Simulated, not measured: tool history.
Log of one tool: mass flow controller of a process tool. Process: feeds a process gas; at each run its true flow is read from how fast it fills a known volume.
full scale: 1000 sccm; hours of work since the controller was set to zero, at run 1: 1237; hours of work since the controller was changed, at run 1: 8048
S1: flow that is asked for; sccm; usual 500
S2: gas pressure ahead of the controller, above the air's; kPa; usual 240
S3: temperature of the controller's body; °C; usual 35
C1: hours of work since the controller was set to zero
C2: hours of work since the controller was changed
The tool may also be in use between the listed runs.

run 1 hour=0.0 | S1=500 S2=240 S3=35 | C1=1237 C2=8048 | true_flow_(%)=98.75
run 2 hour=184.0 | S1=610 S2=240 S3=35 | C1=1344 C2=8155 | true_flow_(%)=98.80
run 3 hour=396.9 | S1=931 S2=240 S3=35 | C1=1468 C2=8279 | true_flow_(%)=99.07
run 4 hour=640.0 | S1=500 S2=180 S3=35 | C1=1609 C2=8420 | true_flow_(%)=97.89
run 5 hour=969.8 | S1=500 S2=180 S3=35 | C1=1800 C2=8612 | true_flow_(%)=97.61
run 6 hour=1237.1 | S1=500 S2=180 S3=35 | C1=1956 C2=8767 | true_flow_(%)=97.43
run 7 hour=1384.2 | S1=500 S2=180 S3=35 | C1=2041 C2=8852 | true_flow_(%)=97.36
run 8 hour=1569.7 | S1=500 S2=189 S3=35 | C1=2149 C2=8960 | true_flow_(%)=97.27
run 9 hour=1874.4 | S1=500 S2=240 S3=23 | C1=2326 C2=9137 | true_flow_(%)=98.23
run 10 hour=2042.4 | S1=929 S2=240 S3=35 | C1=2423 C2=9235 | true_flow_(%)=97.69
run 11 hour=2212.2 | S1=929 S2=240 S3=35 | C1=2522 C2=9333 | true_flow_(%)=97.65
run 12 hour=2543.9 | S1=929 S2=240 S3=35 | C1=2714 C2=9526 | true_flow_(%)=97.37
run 13 hour=2821.8 | S1=929 S2=240 S3=35 | C1=2876 C2=9687 | true_flow_(%)=97.25
run 14 hour=3146.9 | S1=929 S2=240 S3=35 | C1=3065 C2=9876 | true_flow_(%)=96.98
run 15 hour=3397.7 | S1=500 S2=240 S3=24 | C1=3210 C2=10022 | true_flow_(%)=96.98
-- hour=3436.5 gauge calibrated
run 16 hour=3591.1 | S1=258 S2=240 S3=35 | C1=3323 C2=10134 | true_flow_(%)=98.27
run 17 hour=3913.8 | S1=258 S2=240 S3=35 | C1=3510 C2=10321 | true_flow_(%)=97.98
run 18 hour=4086.8 | S1=500 S2=249 S3=22 | C1=3610 C2=10422 | true_flow_(%)=99.42
run 19 hour=4323.3 | S1=738 S2=240 S3=35 | C1=3748 C2=10559 | true_flow_(%)=98.27
run 20 hour=4620.8 | S1=738 S2=240 S3=35 | C1=3921 C2=10732 | true_flow_(%)=98.06
run 21 hour=4895.6 | S1=425 S2=171 S3=35 | C1=4080 C2=10891 | true_flow_(%)=97.05
run 22 hour=5143.9 | S1=425 S2=171 S3=35 | C1=4224 C2=11036 | true_flow_(%)=96.73
run 23 hour=5298.4 | S1=892 S2=252 S3=35 | C1=4314 C2=11125 | true_flow_(%)=97.92
run 24 hour=5552.2 | S1=364 S2=193 S3=36 | C1=4462 C2=11273 | true_flow_(%)=96.57

5 ways to go on from here, each from the tool as it stands after run 24. What would each give?
run A hour=5776.1 | S1=364 S2=259 S3=29 | C1=4591 C2=11403 | true_flow_(%)=?
run B hour=5776.1 | S1=440 S2=261 S3=26 | C1=4591 C2=11403 | true_flow_(%)=?
run C hour=5776.1 | S1=118 S2=170 S3=28 | C1=4591 C2=11403 | true_flow_(%)=?
run D hour=5776.1 | S1=500 S2=170 S3=35 | C1=4591 C2=11403 | true_flow_(%)=?
run E hour=5776.1 | S1=500 S2=227 S3=35 | C1=4591 C2=11403 | true_flow_(%)=?

run=A true_flow_(%)=97.37
run=B true_flow_(%)=97.78
run=C true_flow_(%)=96.67
run=D true_flow_(%)=96.56
run=E true_flow_(%)=96.81
Without the tool's hidden state the same runs would have given:
run=A true_flow_(%)=99.18
run=B true_flow_(%)=99.60
run=C true_flow_(%)=98.50
run=D true_flow_(%)=98.35
run=E true_flow_(%)=98.62
